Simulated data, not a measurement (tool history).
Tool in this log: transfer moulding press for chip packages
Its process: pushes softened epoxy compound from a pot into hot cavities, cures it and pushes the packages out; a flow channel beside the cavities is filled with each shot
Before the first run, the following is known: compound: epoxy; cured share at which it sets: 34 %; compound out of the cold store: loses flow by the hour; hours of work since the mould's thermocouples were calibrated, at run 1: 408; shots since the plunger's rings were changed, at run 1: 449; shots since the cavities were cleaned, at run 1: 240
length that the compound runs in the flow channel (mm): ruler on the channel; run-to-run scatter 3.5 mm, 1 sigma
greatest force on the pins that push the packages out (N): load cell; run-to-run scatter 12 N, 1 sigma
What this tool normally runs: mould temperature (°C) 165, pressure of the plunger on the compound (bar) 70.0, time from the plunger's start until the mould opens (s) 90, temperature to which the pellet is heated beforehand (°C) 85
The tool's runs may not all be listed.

run   hour  mould temperature (°C)  pressure of the plunger on the compound (bar)  time from the plunger's start until the mould opens (s)  temperature to which the pellet is heated beforehand (°C)  hours of work since the mould's thermocouples were calibrated  shots since the plunger's rings were changed  shots since the cavities were cleaned  incoming compound's hours out of the cold store  length that the compound runs in the flow channel (mm)  greatest force on the pins that push the packages out (N)
  1    0.0                     165                                           70.0                                                       90                                                         85                                                            408                                           449                                    240                                             37.8                                                     506                                                        821
  2   17.1                     164                                           70.0                                                       90                                                         85                                                            416                                           590                                    381                                             25.5                                                     540                                                        976
      24.0  -- cavities cleaned with cleaning compound and waxed
  3   33.4                     164                                           70.0                                                       90                                                         85                                                            423                                           713                                     78                                             33.5                                                     511                                                        717
  4   48.8                     165                                           70.0                                                       90                                                         85                                                            430                                           840                                    205                                             37.1                                                     509                                                        759
  5   64.9                     165                                           70.0                                                       90                                                         80                                                            437                                           973                                    338                                             13.1                                                     562                                                        936
      76.6  -- cavities cleaned with cleaning compound and waxed
  6   77.0                     165                                           70.0                                                       90                                                         80                                                            442                                          1060                                      3                                             11.6                                                     569                                                        630
  7   97.1                     165                                           70.0                                                       90                                                         80                                                            451                                          1226                                    169                                             38.4                                                     501                                                        786
  8  120.4                     165                                           70.0                                                       90                                                         85                                                            461                                          1418                                    361                                             29.9                                                     516                                                        895
     129.7  -- cavities cleaned with cleaning compound and waxed
  9  144.4                     165                                           70.0                                                       90                                                         85                                                            472                                          1604                                    121                                             32.5                                                     516                                                        725
 10  159.1                     165                                           70.0                                                       89                                                         85                                                            478                                          1726                                    243                                             34.7                                                     514                                                        841
 11  179.5                     165                                           70.0                                                       89                                                         85                                                            488                                          1894                                    411                                             46.0                                                     488                                                        957
     182.3  -- cavities cleaned with cleaning compound and waxed
 12  196.0                     165                                           70.0                                                       89                                                         85                                                            494                                          2018                                    113                                              9.2                                                     565                                                        824
 13  207.5                     165                                           70.0                                                       90                                                         85                                                            500                                          2113                                    208                                             29.4                                                     522                                                        832
 14  227.9                     165                                           70.0                                                       90                                                         76                                                            509                                          2281                                    376                                             47.6                                                     476                                                        924
     234.9  -- cavities cleaned with cleaning compound and waxed
 15  244.7                     165                                           70.0                                                       73                                                         83                                                            516                                          2408                                     81                                             11.3                                                     552                                                       1118
 16  261.7                     165                                           65.8                                                       90                                                         81                                                            524                                          2548                                    221                                             36.6                                                     482                                                        797
 17  272.8                     168                                           54.7                                                      112                                                         91                                                            529                                          2640                                    313                                             13.7                                                     476                                                        700
 18  282.7                     165                                           73.6                                                       80                                                         94                                                            533                                          2722                                    395                                             41.3                                                     499                                                       1096
     288.4  -- cavities cleaned with cleaning compound and waxed
 19  299.3                     165                                           74.7                                                       98                                                         80                                                            540                                          2846                                     90                                             26.1                                                     534                                                        628
 20  319.8                     165                                           74.7                                                       98                                                         80                                                            549                                          3015                                    259                                             23.2                                                     540                                                        749
 21  332.1                     160                                           78.2                                                      120                                                         88                                                            555                                          3117                                    361                                             40.2                                                     527                                                        798
     341.4  -- cavities cleaned with cleaning compound and waxed
     350.2  -- plunger's sealing rings changed
 22  352.8                     165                                           70.0                                                      100                                                         85                                                            563                                            22                                     73                                             21.6                                                     557                                                        634
 23  373.0                     160                                           82.3                                                       95                                                         93                                                            572                                           189                                    240                                             32.9                                                     588                                                       1068
 24  394.2                     163                                           70.0                                                       90                                                         91                                                            581                                           364                                    415                                             12.0                                                     577                                                       1170
     397.2  -- cavities cleaned with cleaning compound and waxed
 25  417.9                     165                                           70.0                                                       76                                                         85                                                            592                                           547                                    170                                             12.5                                                     566                                                       1199
 26  428.5                     164                                           70.1                                                      108                                                         90                                                            596                                           635                                    258                                             45.2                                                     499                                                        715

Run by run, hidden condition taken away, random variation retained:
Hidden state at play: true mould temperature over the reading, C; pressure that reaches the compound, % of what is set; grip of the stained cavities, % over clean ones'; drift of the gauge itself on flow_mm, %; drift of the gauge itself on push_out_n, %.
run  length that the compound runs in the flow channel (mm)  greatest force on the pins that push the packages out (N)
  1                                                     510                                                        578
  2                                                     545                                                        608
  3                                                     517                                                        603
  4                                                     515                                                        551
  5                                                     570                                                        603
  6                                                     577                                                        593
  7                                                     509                                                        595
  8                                                     526                                                        568
  9                                                     528                                                        575
 10                                                     526                                                        580
 11                                                     501                                                        583
 12                                                     582                                                        634
 13                                                     538                                                        585
 14                                                     491                                                        567
 15                                                     571                                                        899
 16                                                     500                                                        556
 17                                                     494                                                        470
 18                                                     519                                                        662
 19                                                     556                                                        516
 20                                                     563                                                        510
 21                                                     550                                                        508
 22                                                     556                                                        526
 23                                                     588                                                        709
 24                                                     578                                                        684
 25                                                     569                                                        854
 26                                                     502                                                        491

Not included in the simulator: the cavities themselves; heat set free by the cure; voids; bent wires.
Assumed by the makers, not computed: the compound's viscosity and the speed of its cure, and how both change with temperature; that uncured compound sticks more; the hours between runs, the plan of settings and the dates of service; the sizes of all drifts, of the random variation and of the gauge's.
